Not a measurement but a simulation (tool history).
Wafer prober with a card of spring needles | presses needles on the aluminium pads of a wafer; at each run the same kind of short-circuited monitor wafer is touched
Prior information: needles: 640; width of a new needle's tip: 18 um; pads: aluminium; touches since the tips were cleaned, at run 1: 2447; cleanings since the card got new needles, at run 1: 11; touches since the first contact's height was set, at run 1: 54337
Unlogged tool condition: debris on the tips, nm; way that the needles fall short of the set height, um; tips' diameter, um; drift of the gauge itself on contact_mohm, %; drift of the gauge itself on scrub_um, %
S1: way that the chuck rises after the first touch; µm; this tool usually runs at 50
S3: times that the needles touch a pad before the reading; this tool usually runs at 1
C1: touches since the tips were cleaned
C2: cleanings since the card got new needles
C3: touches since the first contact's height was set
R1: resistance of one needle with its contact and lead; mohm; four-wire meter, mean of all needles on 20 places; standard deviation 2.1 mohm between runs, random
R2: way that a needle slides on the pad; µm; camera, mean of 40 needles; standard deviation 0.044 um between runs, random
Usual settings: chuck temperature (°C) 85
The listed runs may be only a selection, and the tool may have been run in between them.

run 1 hour=0 | S1=50 chuck_temperature_(°C)=85 S3=1 | C1=2447 C2=11 C3=54337 | R1=230 R2=12.48
-- hour=5.3 tips cleaned on abrasive film
-- hour=15.9 tips cleaned on abrasive film
-- hour=26.4 tips cleaned on abrasive film
-- hour=37 tips cleaned on abrasive film
-- hour=50.1 tips cleaned on abrasive film
-- hour=63.3 tips cleaned on abrasive film
-- hour=73.9 tips cleaned on abrasive film
run 2 hour=84 | S1=30 chuck_temperature_(°C)=85 S3=1 | C1=3897 C2=18 C3=86302 | R1=240 R2=7.4
-- hour=86.7 tips cleaned on abrasive film
-- hour=99.9 tips cleaned on abrasive film
-- hour=102.8 height of the first contact set anew
-- hour=110.7 tips cleaned on abrasive film
-- hour=123.9 tips cleaned on abrasive film
-- hour=137.1 tips cleaned on abrasive film
run 3 hour=137.8 | S1=30 chuck_temperature_(°C)=85 S3=1 | C1=297 C2=23 C3=13327 | R1=247 R2=7.43
-- hour=148.4 tips cleaned on abrasive film
-- hour=161.6 tips cleaned on abrasive film
-- hour=174.7 tips cleaned on abrasive film
-- hour=187.9 tips cleaned on abrasive film
-- hour=201.1 tips cleaned on abrasive film
-- hour=214.2 tips cleaned on abrasive film
-- hour=227.4 tips cleaned on abrasive film
run 4 hour=233.1 | S1=50 chuck_temperature_(°C)=85 S3=1 | C1=2180 C2=30 C3=49590 | R1=229 R2=12.39
-- hour=238.4 tips cleaned on abrasive film
-- hour=251.6 tips cleaned on abrasive film
-- hour=262.1 tips cleaned on abrasive film
-- hour=275.3 tips cleaned on abrasive film
run 5 hour=283.3 | S1=50 chuck_temperature_(°C)=85 S3=1 | C1=3061 C2=34 C3=68691 | R1=231 R2=12.35
-- hour=285.9 tips cleaned on abrasive film
-- hour=296.5 tips cleaned on abrasive film
-- hour=307 tips cleaned on abrasive film
-- hour=320.2 tips cleaned on abrasive film
-- hour=330.8 tips cleaned on abrasive film
-- hour=343.9 tips cleaned on abrasive film
-- hour=349.4 height of the first contact set anew
run 6 hour=349.5 | S1=50 chuck_temperature_(°C)=85 S3=1 | C1=2026 C2=40 C3=21 | R1=230 R2=12.41
-- hour=354.8 tips cleaned on abrasive film
-- hour=365.4 tips cleaned on abrasive film
-- hour=375.9 tips cleaned on abrasive film
-- hour=386.5 tips cleaned on abrasive film
-- hour=399.7 tips cleaned on abrasive film
run 7 hour=401 | S1=50 chuck_temperature_(°C)=85 S3=2 | C1=510 C2=45 C3=19583 | R1=233 R2=12.34
-- hour=411.5 tips cleaned on abrasive film
-- hour=422.1 tips cleaned on abrasive film
-- hour=435.3 tips cleaned on abrasive film
-- hour=448.4 tips cleaned on abrasive film
-- hour=461.6 tips cleaned on abrasive film
-- hour=474.7 tips cleaned on abrasive film
-- hour=485.3 tips cleaned on abrasive film
run 8 hour=493.9 | S1=56 chuck_temperature_(°C)=85 S3=2 | C1=3311 C2=52 C3=54970 | R1=227 R2=13.79
-- hour=496.6 tips cleaned on abrasive film
-- hour=509.8 tips cleaned on abrasive film
-- hour=520.4 tips cleaned on abrasive film
-- hour=533.5 tips cleaned on abrasive film
-- hour=544.1 tips cleaned on abrasive film
-- hour=557.2 tips cleaned on abrasive film
run 9 hour=561.4 | S1=45 chuck_temperature_(°C)=85 S3=2 | C1=1607 C2=58 C3=80635 | R1=229 R2=11.16
-- hour=569.4 tips cleaned on abrasive film
-- hour=579.9 tips cleaned on abrasive film
-- hour=593.1 tips cleaned on abrasive film
-- hour=596 height of the first contact set anew
-- hour=606.5 tips cleaned on abrasive film
run 10 hour=616.8 | S1=50 chuck_temperature_(°C)=85 S3=2 | C1=3933 C2=62 C3=7942 | R1=231 R2=12.4
-- hour=619.5 tips cleaned on abrasive film
-- hour=630.1 tips cleaned on abrasive film
-- hour=643.2 tips cleaned on abrasive film
-- hour=653.8 tips cleaned on abrasive film
-- hour=665.6 tips cleaned on abrasive film
run 11 hour=665.6 | S1=61 chuck_temperature_(°C)=32 S3=2 | C1=0 C2=67 C3=26466 | R1=213 R2=15.2
-- hour=676.1 tips cleaned on abrasive film
-- hour=686.7 tips cleaned on abrasive film
-- hour=699.8 tips cleaned on abrasive film
-- hour=710.5 tips cleaned on abrasive film
run 12 hour=710.5 | S1=61 chuck_temperature_(°C)=32 S3=2 | C1=0 C2=71 C3=43552 | R1=219 R2=15.09
-- hour=721.1 tips cleaned on abrasive film
-- hour=731.6 tips cleaned on abrasive film
-- hour=744.8 tips cleaned on abrasive film
-- hour=755.3 tips cleaned on abrasive film
run 13 hour=764.6 | S1=50 chuck_temperature_(°C)=85 S3=3 | C1=3541 C2=75 C3=64139 | R1=230 R2=12.48
-- hour=767.3 tips cleaned on abrasive film
-- hour=780.5 tips cleaned on abrasive film
-- hour=791 tips cleaned on abrasive film
-- hour=804.2 tips cleaned on abrasive film
-- hour=817.3 tips cleaned on abrasive film
-- hour=827.9 tips cleaned on abrasive film
-- hour=841 tips cleaned on abrasive film
-- hour=841.3 height of the first contact set anew
-- hour=851.9 tips cleaned on abrasive film
run 14 hour=852.3 | S1=66 chuck_temperature_(°C)=33 S3=2 | C1=149 C2=83 C3=4159 | R1=216 R2=16.31
-- hour=862.9 tips cleaned on abrasive film
-- hour=873.4 tips cleaned on abrasive film
-- hour=886.6 tips cleaned on abrasive film
-- hour=897.1 tips cleaned on abrasive film
-- hour=907.7 tips cleaned on abrasive film
-- hour=920.8 tips cleaned on abrasive film
-- hour=934 tips cleaned on abrasive film
run 15 hour=944.2 | S1=64 chuck_temperature_(°C)=44 S3=1 | C1=3898 C2=90 C3=39135 | R1=221 R2=15.84
-- hour=946.9 tips cleaned on abrasive film
-- hour=960 tips cleaned on abrasive film
-- hour=970.6 tips cleaned on abrasive film
-- hour=983.7 tips cleaned on abrasive film
-- hour=994.3 tips cleaned on abrasive film
-- hour=1007.5 tips cleaned on abrasive film
-- hour=1020.6 tips cleaned on abrasive film
-- hour=1033.8 tips cleaned on abrasive film
run 16 hour=1033.9 | S1=34 chuck_temperature_(°C)=85 S3=1 | C1=38 C2=98 C3=73253 | R1=236 R2=8.42

Hidden condition of the tool, last listed run before each entry between runs versus first listed run after:
Runs 1 to 2: tips cleaned on abrasive film (hour 5.3); tips cleaned on abrasive film (hour 15.9); tips cleaned on abrasive film (hour 26.4); tips cleaned on abrasive film (hour 37); tips cleaned on abrasive film (hour 50.1); tips cleaned on abrasive film (hour 63.3); tips cleaned on abrasive film (hour 73.9)
  both runs share identical hidden conditions
Runs 2 to 3: tips cleaned on abrasive film (hour 86.7); tips cleaned on abrasive film (hour 99.9); height of the first contact set anew (hour 102.8); tips cleaned on abrasive film (hour 110.7); tips cleaned on abrasive film (hour 123.9); tips cleaned on abrasive film (hour 137.1)
  debris on the tips, nm: 0.2 -> 0; way that the needles fall short of the set height, um: 0.01 -> 0
Runs 3 to 4: tips cleaned on abrasive film (hour 148.4); tips cleaned on abrasive film (hour 161.6); tips cleaned on abrasive film (hour 174.7); tips cleaned on abrasive film (hour 187.9); tips cleaned on abrasive film (hour 201.1); tips cleaned on abrasive film (hour 214.2); tips cleaned on abrasive film (hour 227.4)
  debris on the tips, nm: 0 -> 0.2; way that the needles fall short of the set height, um: 0 -> 0.01; tips' diameter, um: 18 -> 18.01
Runs 4 to 5: tips cleaned on abrasive film (hour 238.4); tips cleaned on abrasive film (hour 251.6); tips cleaned on abrasive film (hour 262.1); tips cleaned on abrasive film (hour 275.3)
  both runs share identical hidden conditions
Runs 5 to 6: tips cleaned on abrasive film (hour 285.9); tips cleaned on abrasive film (hour 296.5); tips cleaned on abrasive film (hour 307); tips cleaned on abrasive film (hour 320.2); tips cleaned on abrasive film (hour 330.8); tips cleaned on abrasive film (hour 343.9); height of the first contact set anew (hour 349.4)
  debris on the tips, nm: 0.2 -> 0.1; way that the needles fall short of the set height, um: 0.01 -> 0
Runs 6 to 7: tips cleaned on abrasive film (hour 354.8); tips cleaned on abrasive film (hour 365.4); tips cleaned on abrasive film (hour 375.9); tips cleaned on abrasive film (hour 386.5); tips cleaned on abrasive film (hour 399.7)
  both runs share identical hidden conditions
Runs 7 to 8: tips cleaned on abrasive film (hour 411.5); tips cleaned on abrasive film (hour 422.1); tips cleaned on abrasive film (hour 435.3); tips cleaned on abrasive film (hour 448.4); tips cleaned on abrasive film (hour 461.6); tips cleaned on abrasive film (hour 474.7); tips cleaned on abrasive film (hour 485.3)
  debris on the tips, nm: 0.1 -> 0.2; way that the needles fall short of the set height, um: 0 -> 0.01
Runs 8 to 9: tips cleaned on abrasive film (hour 496.6); tips cleaned on abrasive film (hour 509.8); tips cleaned on abrasive film (hour 520.4); tips cleaned on abrasive film (hour 533.5); tips cleaned on abrasive film (hour 544.1); tips cleaned on abrasive film (hour 557.2)
  debris on the tips, nm: 0.2 -> 0.1
Runs 9 to 10: tips cleaned on abrasive film (hour 569.4); tips cleaned on abrasive film (hour 579.9); tips cleaned on abrasive film (hour 593.1); height of the first contact set anew (hour 596); tips cleaned on abrasive film (hour 606.5)
  debris on the tips, nm: 0.1 -> 0.2; way that the needles fall short of the set height, um: 0.01 -> 0
Runs 10 to 11: tips cleaned on abrasive film (hour 619.5); tips cleaned on abrasive film (hour 630.1); tips cleaned on abrasive film (hour 643.2); tips cleaned on abrasive film (hour 653.8); tips cleaned on abrasive film (hour 665.6)
  debris on the tips, nm: 0.2 -> 0
Runs 11 to 12: tips cleaned on abrasive film (hour 676.1); tips cleaned on abrasive film (hour 686.7); tips cleaned on abrasive film (hour 699.8); tips cleaned on abrasive film (hour 710.5)
  way that the needles fall short of the set height, um: 0 -> 0.01
Runs 12 to 13: tips cleaned on abrasive film (hour 721.1); tips cleaned on abrasive film (hour 731.6); tips cleaned on abrasive film (hour 744.8); tips cleaned on abrasive film (hour 755.3)
  debris on the tips, nm: 0 -> 0.2; tips' diameter, um: 18.01 -> 18.02
Runs 13 to 14: tips cleaned on abrasive film (hour 767.3); tips cleaned on abrasive film (hour 780.5); tips cleaned on abrasive film (hour 791); tips cleaned on abrasive film (hour 804.2); tips cleaned on abrasive film (hour 817.3); tips cleaned on abrasive film (hour 827.9); tips cleaned on abrasive film (hour 841); height of the first contact set anew (hour 841.3); tips cleaned on abrasive film (hour 851.9)
  debris on the tips, nm: 0.2 -> 0; way that the needles fall short of the set height, um: 0.01 -> 0
Runs 14 to 15: tips cleaned on abrasive film (hour 862.9); tips cleaned on abrasive film (hour 873.4); tips cleaned on abrasive film (hour 886.6); tips cleaned on abrasive film (hour 897.1); tips cleaned on abrasive film (hour 907.7); tips cleaned on abrasive film (hour 920.8); tips cleaned on abrasive film (hour 934)
  debris on the tips, nm: 0 -> 0.2; way that the needles fall short of the set height, um: 0 -> 0.01
Runs 15 to 16: tips cleaned on abrasive film (hour 946.9); tips cleaned on abrasive film (hour 960); tips cleaned on abrasive film (hour 970.6); tips cleaned on abrasive film (hour 983.7); tips cleaned on abrasive film (hour 994.3); tips cleaned on abrasive film (hour 1007.5); tips cleaned on abrasive film (hour 1020.6); tips cleaned on abrasive film (hour 1033.8)
  debris on the tips, nm: 0.2 -> 0

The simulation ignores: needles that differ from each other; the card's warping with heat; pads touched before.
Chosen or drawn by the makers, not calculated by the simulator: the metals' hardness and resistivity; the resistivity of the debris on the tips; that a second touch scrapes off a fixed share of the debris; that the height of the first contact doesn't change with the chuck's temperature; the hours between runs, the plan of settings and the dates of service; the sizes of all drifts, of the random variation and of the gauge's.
